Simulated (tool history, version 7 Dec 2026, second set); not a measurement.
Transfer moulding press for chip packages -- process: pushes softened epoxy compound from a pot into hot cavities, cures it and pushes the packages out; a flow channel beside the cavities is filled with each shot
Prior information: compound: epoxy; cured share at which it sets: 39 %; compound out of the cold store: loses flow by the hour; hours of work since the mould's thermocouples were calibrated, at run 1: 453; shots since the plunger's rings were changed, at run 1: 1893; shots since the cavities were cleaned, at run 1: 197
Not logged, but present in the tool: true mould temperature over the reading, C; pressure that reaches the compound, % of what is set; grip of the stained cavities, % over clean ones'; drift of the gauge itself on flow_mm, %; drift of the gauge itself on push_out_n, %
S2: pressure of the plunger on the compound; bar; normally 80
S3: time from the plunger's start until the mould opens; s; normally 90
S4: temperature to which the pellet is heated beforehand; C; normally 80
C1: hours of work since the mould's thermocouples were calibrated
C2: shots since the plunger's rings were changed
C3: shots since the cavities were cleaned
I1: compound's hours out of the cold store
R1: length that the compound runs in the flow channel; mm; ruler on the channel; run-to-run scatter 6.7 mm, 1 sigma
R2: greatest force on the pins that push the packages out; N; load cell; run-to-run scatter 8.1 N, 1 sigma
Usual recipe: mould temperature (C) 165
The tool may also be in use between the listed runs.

{"run": 1, "day": 0.0, "mould temperature (C)": 165, "S2": 80, "S3": 90, "S4": 80, "C1": 453, "C2": 1893, "C3": 197, "I1": 11.1, "R1": 730, "R2": 532}
{"day": 1.625, "done": "cavities cleaned with cleaning compound and waxed"}
{"run": 2, "day": 3.225, "mould temperature (C)": 165, "S2": 80, "S3": 90, "S4": 80, "C1": 490, "C2": 2561, "C3": 338, "I1": 14.6, "R1": 700, "R2": 632}
{"day": 4.15, "done": "cavities cleaned with cleaning compound and waxed"}
{"run": 3, "day": 6.121, "mould temperature (C)": 164, "S2": 80, "S3": 90, "S4": 80, "C1": 523, "C2": 3159, "C3": 416, "I1": 14.2, "R1": 700, "R2": 696}
{"day": 6.554, "done": "cavities cleaned with cleaning compound and waxed"}
{"run": 4, "day": 8.279, "mould temperature (C)": 164, "S2": 63.3, "S3": 90, "S4": 80, "C1": 548, "C2": 3601, "C3": 363, "I1": 26.2, "R1": 586, "R2": 665}
{"day": 9.146, "done": "cavities cleaned with cleaning compound and waxed"}
{"day": 11.646, "done": "cavities cleaned with cleaning compound and waxed"}
{"run": 5, "day": 11.692, "mould temperature (C)": 164, "S2": 63.6, "S3": 90, "S4": 80, "C1": 586, "C2": 4296, "C3": 10, "I1": 26.1, "R1": 580, "R2": 378}
{"day": 14.162, "done": "cavities cleaned with cleaning compound and waxed"}
{"run": 6, "day": 15.338, "mould temperature (C)": 164, "S2": 63.6, "S3": 90, "S4": 80, "C1": 628, "C2": 5053, "C3": 249, "I1": 46.1, "R1": 521, "R2": 533}
{"day": 16.546, "done": "cavities cleaned with cleaning compound and waxed"}
{"run": 7, "day": 17.4, "mould temperature (C)": 165, "S2": 80, "S3": 72, "S4": 80, "C1": 651, "C2": 5475, "C3": 181, "I1": 19.9, "R1": 661, "R2": 933}
{"day": 17.738, "done": "mould's thermocouples calibrated"}
{"day": 19.229, "done": "cavities cleaned with cleaning compound and waxed"}
{"run": 8, "day": 19.329, "mould temperature (C)": 165, "S2": 80, "S3": 90, "S4": 88, "C1": 18, "C2": 5852, "C3": 22, "I1": 17.2, "R1": 660, "R2": 395}
{"day": 21.688, "done": "cavities cleaned with cleaning compound and waxed"}
{"run": 9, "day": 21.929, "mould temperature (C)": 160, "S2": 92.2, "S3": 84, "S4": 71, "C1": 48, "C2": 6387, "C3": 51, "I1": 24.8, "R1": 689, "R2": 678}
{"day": 22.638, "done": "plunger's sealing rings changed"}
{"day": 24.388, "done": "cavities cleaned with cleaning compound and waxed"}
{"run": 10, "day": 25.925, "mould temperature (C)": 161, "S2": 96.7, "S3": 116, "S4": 71, "C1": 92, "C2": 681, "C3": 325, "I1": 36.7, "R1": 697, "R2": 520}
{"day": 26.988, "done": "cavities cleaned with cleaning compound and waxed"}
{"run": 11, "day": 27.9, "mould temperature (C)": 159, "S2": 66.8, "S3": 114, "S4": 88, "C1": 115, "C2": 1084, "C3": 192, "I1": 44, "R1": 566, "R2": 448}
{"day": 29.558, "done": "cavities cleaned with cleaning compound and waxed"}
{"run": 12, "day": 31.254, "mould temperature (C)": 164, "S2": 69.7, "S3": 75, "S4": 76, "C1": 153, "C2": 1780, "C3": 359, "I1": 32.4, "R1": 604, "R2": 1069}

The next listed run, before its measurement:
{"day": 31.925, "done": "cavities cleaned with cleaning compound and waxed"}
{"run": 13, "day": 33.225, "mould temperature (C)": 173, "S2": 81.3, "S3": 90, "S4": 80, "C1": 175, "C2": 2183, "C3": 275, "I1": 29.4, "R1": "?", "R2": "?"}

For run 13 the tool returned R1 650 mm, R2 432 N.
If the tool had no hidden condition, the same run with the same run-to-run variation would have returned R1 664 mm, R2 258 N.
